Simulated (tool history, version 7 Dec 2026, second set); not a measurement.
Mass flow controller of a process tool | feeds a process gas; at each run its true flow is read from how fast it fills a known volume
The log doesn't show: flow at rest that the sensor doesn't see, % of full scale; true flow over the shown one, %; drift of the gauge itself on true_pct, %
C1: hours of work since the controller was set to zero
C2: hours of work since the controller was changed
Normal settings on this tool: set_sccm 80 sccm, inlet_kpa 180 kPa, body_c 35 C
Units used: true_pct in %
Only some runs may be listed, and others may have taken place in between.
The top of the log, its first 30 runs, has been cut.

{"run": 31, "hour": 5482.4, "set_sccm": 72, "inlet_kpa": 180, "body_c": 35, "C1": 1282, "C2": 6823, "true_pct": 96.82}
{"run": 32, "hour": 5594.2, "set_sccm": 199, "inlet_kpa": 197, "body_c": 38, "C1": 1359, "C2": 6900, "true_pct": 96.84}
{"hour": 5751.2, "done": "controller exchanged for a calibrated one"}
{"run": 33, "hour": 5775.7, "set_sccm": 199, "inlet_kpa": 197, "body_c": 38, "C1": 17, "C2": 17, "true_pct": 100.38}
{"run": 34, "hour": 5995.2, "set_sccm": 177, "inlet_kpa": 235, "body_c": 20, "C1": 168, "C2": 168, "true_pct": 99.94}
{"run": 35, "hour": 6238.8, "set_sccm": 177, "inlet_kpa": 235, "body_c": 20, "C1": 336, "C2": 336, "true_pct": 99.85}
{"run": 36, "hour": 6361.9, "set_sccm": 60, "inlet_kpa": 269, "body_c": 34, "C1": 420, "C2": 420, "true_pct": 100.01}
{"run": 37, "hour": 6477.8, "set_sccm": 60, "inlet_kpa": 269, "body_c": 34, "C1": 500, "C2": 500, "true_pct": 100.17}
{"run": 38, "hour": 6704.9, "set_sccm": 60, "inlet_kpa": 269, "body_c": 34, "C1": 656, "C2": 656, "true_pct": 100.07}
{"run": 39, "hour": 6925.1, "set_sccm": 60, "inlet_kpa": 269, "body_c": 34, "C1": 808, "C2": 808, "true_pct": 100.11}
{"run": 40, "hour": 7127.5, "set_sccm": 60, "inlet_kpa": 269, "body_c": 34, "C1": 947, "C2": 947, "true_pct": 99.93}
{"run": 41, "hour": 7239.2, "set_sccm": 80, "inlet_kpa": 225, "body_c": 33, "C1": 1024, "C2": 1024, "true_pct": 99.77}
{"run": 42, "hour": 7364.1, "set_sccm": 142, "inlet_kpa": 271, "body_c": 26, "C1": 1110, "C2": 1110, "true_pct": 99.68}
{"run": 43, "hour": 7615.4, "set_sccm": 43, "inlet_kpa": 180, "body_c": 35, "C1": 1283, "C2": 1283, "true_pct": 99.99}
{"run": 44, "hour": 7780.3, "set_sccm": 93, "inlet_kpa": 226, "body_c": 31, "C1": 1397, "C2": 1397, "true_pct": 99.69}
{"run": 45, "hour": 7968.6, "set_sccm": 93, "inlet_kpa": 226, "body_c": 31, "C1": 1526, "C2": 1526, "true_pct": 99.7}
{"run": 46, "hour": 8087.5, "set_sccm": 88, "inlet_kpa": 237, "body_c": 28, "C1": 1608, "C2": 1608, "true_pct": 99.38}

For run 47, what comes out?
{"run": 47, "hour": 8344.5, "set_sccm": 96, "inlet_kpa": 195, "body_c": 25, "C1": 1785, "C2": 1785, "true_pct": "?"}

true_pct: 99.27 %
If the tool had no hidden condition, the same run with the same run-to-run variation would have returned true_pct 99.66 %.
